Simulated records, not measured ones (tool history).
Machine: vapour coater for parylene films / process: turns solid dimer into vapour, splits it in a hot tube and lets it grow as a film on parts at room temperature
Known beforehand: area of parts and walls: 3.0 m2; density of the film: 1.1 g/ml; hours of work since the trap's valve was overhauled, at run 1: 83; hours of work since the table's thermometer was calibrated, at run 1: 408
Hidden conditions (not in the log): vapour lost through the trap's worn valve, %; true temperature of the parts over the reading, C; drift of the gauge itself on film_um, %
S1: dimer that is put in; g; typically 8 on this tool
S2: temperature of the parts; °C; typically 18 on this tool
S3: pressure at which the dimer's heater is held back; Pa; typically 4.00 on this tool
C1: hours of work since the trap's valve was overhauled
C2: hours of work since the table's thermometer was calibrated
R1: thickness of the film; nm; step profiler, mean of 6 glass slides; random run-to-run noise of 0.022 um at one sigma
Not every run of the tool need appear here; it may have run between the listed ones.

run 1 hour=0.0 | S1=8 S2=18 S3=4.00 | C1=83 C2=408 | R1=1620
run 2 hour=21.7 | S1=8 S2=18 S3=4.00 | C1=100 C2=424 | R1=1600
run 3 hour=40.2 | S1=8 S2=18 S3=4.00 | C1=114 C2=439 | R1=1610
run 4 hour=66.1 | S1=8 S2=18 S3=4.00 | C1=134 C2=459 | R1=1550
run 5 hour=94.1 | S1=8 S2=18 S3=4.00 | C1=156 C2=481 | R1=1500
run 6 hour=114.3 | S1=8 S2=18 S3=4.00 | C1=172 C2=497 | R1=1560
run 7 hour=140.2 | S1=12 S2=18 S3=4.00 | C1=192 C2=517 | R1=2260
-- hour=159.3 trap's valve overhauled
run 8 hour=173.0 | S1=12 S2=18 S3=4.00 | C1=11 C2=539 | R1=2530
run 9 hour=195.4 | S1=8 S2=18 S3=8.92 | C1=28 C2=557 | R1=1420
run 10 hour=210.6 | S1=8 S2=18 S3=8.92 | C1=40 C2=568 | R1=1430
run 11 hour=241.3 | S1=8 S2=18 S3=8.92 | C1=64 C2=592 | R1=1410
run 12 hour=259.8 | S1=8 S2=18 S3=4.00 | C1=78 C2=607 | R1=1660
run 13 hour=275.9 | S1=8 S2=18 S3=8.20 | C1=91 C2=619 | R1=1390
run 14 hour=306.6 | S1=8 S2=18 S3=8.20 | C1=115 C2=643 | R1=1360
run 15 hour=322.6 | S1=5 S2=18 S3=8.20 | C1=127 C2=656 | R1=860
run 16 hour=343.7 | S1=5 S2=18 S3=8.20 | C1=144 C2=672 | R1=870
run 17 hour=375.6 | S1=8 S2=18 S3=4.00 | C1=168 C2=697 | R1=1530
run 18 hour=405.0 | S1=8 S2=18 S3=4.00 | C1=191 C2=720 | R1=1530
-- hour=426.0 trap's valve overhauled
run 19 hour=434.2 | S1=7 S2=18 S3=4.00 | C1=6 C2=739 | R1=1480
run 20 hour=465.4 | S1=7 S2=18 S3=4.00 | C1=31 C2=764 | R1=1450
run 21 hour=494.2 | S1=5 S2=18 S3=4.00 | C1=53 C2=786 | R1=1050
run 22 hour=523.2 | S1=5 S2=18 S3=4.00 | C1=76 C2=809 | R1=1050
run 23 hour=550.8 | S1=8 S2=18 S3=4.00 | C1=97 C2=830 | R1=1630
run 24 hour=578.7 | S1=8 S2=18 S3=4.00 | C1=119 C2=852 | R1=1560
run 25 hour=603.1 | S1=12 S2=15 S3=2.46 | C1=138 C2=871 | R1=2860
run 26 hour=622.8 | S1=12 S2=15 S3=2.46 | C1=153 C2=886 | R1=2830
run 27 hour=642.7 | S1=6 S2=15 S3=5.32 | C1=169 C2=902 | R1=1190
run 28 hour=663.8 | S1=5 S2=14 S3=2.23 | C1=185 C2=918 | R1=1200
run 29 hour=683.2 | S1=5 S2=28 S3=2.22 | C1=200 C2=933 | R1=770
-- hour=694.2 trap's valve overhauled
run 30 hour=714.9 | S1=5 S2=28 S3=2.22 | C1=16 C2=955 | R1=890
run 31 hour=739.4 | S1=11 S2=28 S3=2.27 | C1=35 C2=974 | R1=1840

What does the tool deliver on the next run?
run 32 hour=768.0 | S1=8 S2=18 S3=5.64 | C1=58 C2=996 | R1=?

R1: 1540 nm
With no hidden state in the tool, this same run would have given R1 1630 nm.
